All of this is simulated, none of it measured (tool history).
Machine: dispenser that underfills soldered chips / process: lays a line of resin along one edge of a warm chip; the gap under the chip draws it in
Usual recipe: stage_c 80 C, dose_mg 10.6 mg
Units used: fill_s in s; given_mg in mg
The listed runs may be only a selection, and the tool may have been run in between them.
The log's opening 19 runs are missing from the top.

run	hour	stage_c	dose_mg	fill_s	given_mg
20	77.4	80	10.8	25.8	10.68
# hour 80.7: new syringe of resin
21	81.2	85	10.4	12.5	10.25
22	85.3	85	10.4	15.6	10.21
23	90	76	10.4	30.8	10.23
# hour 94.3: new syringe of resin
24	95.8	80	9.6	17.9	9.41
25	98.4	80	12.7	19.1	12.44
26	104.6	70	12.7	43.2	12.46
# hour 107.5: new syringe of resin
27	108.1	70	12.7	26	12.37
28	110.9	70	12.7	30.5	12.34
29	116.1	70	12.7	38.7	12.32
# hour 120.9: new syringe of resin
30	122.1	75	12.3	21	11.9
31	126	82	10.6	19.5	10.27
32	131.6	85	9.1	22.4	8.81
# hour 134.2: new syringe of resin
33	137.7	72	10.5	28.5	10.13
34	140.5	65	10.7	47.1	10.33
35	144	65	10.7	55.5	10.24
36	146.8	66	12.8	58.1	12.26
# hour 147.7: new syringe of resin
37	150.3	85	9.7	14.5	9.24

Each row is a separate what-if for the run after 37, all from the same tool condition, not one after another. Results?
A	154.5	95	13	?	?
B	154.5	80	11.5	?	?
C	154.5	87	13.7	?	?

run	fill_s	given_mg
A	10.6	12.45
B	21.6	11.04
C	15.9	13.07
Without the tool's hidden state the same runs would have given:
run	fill_s	given_mg
A	7.5	13.02
B	14.9	11.54
C	11.3	13.67

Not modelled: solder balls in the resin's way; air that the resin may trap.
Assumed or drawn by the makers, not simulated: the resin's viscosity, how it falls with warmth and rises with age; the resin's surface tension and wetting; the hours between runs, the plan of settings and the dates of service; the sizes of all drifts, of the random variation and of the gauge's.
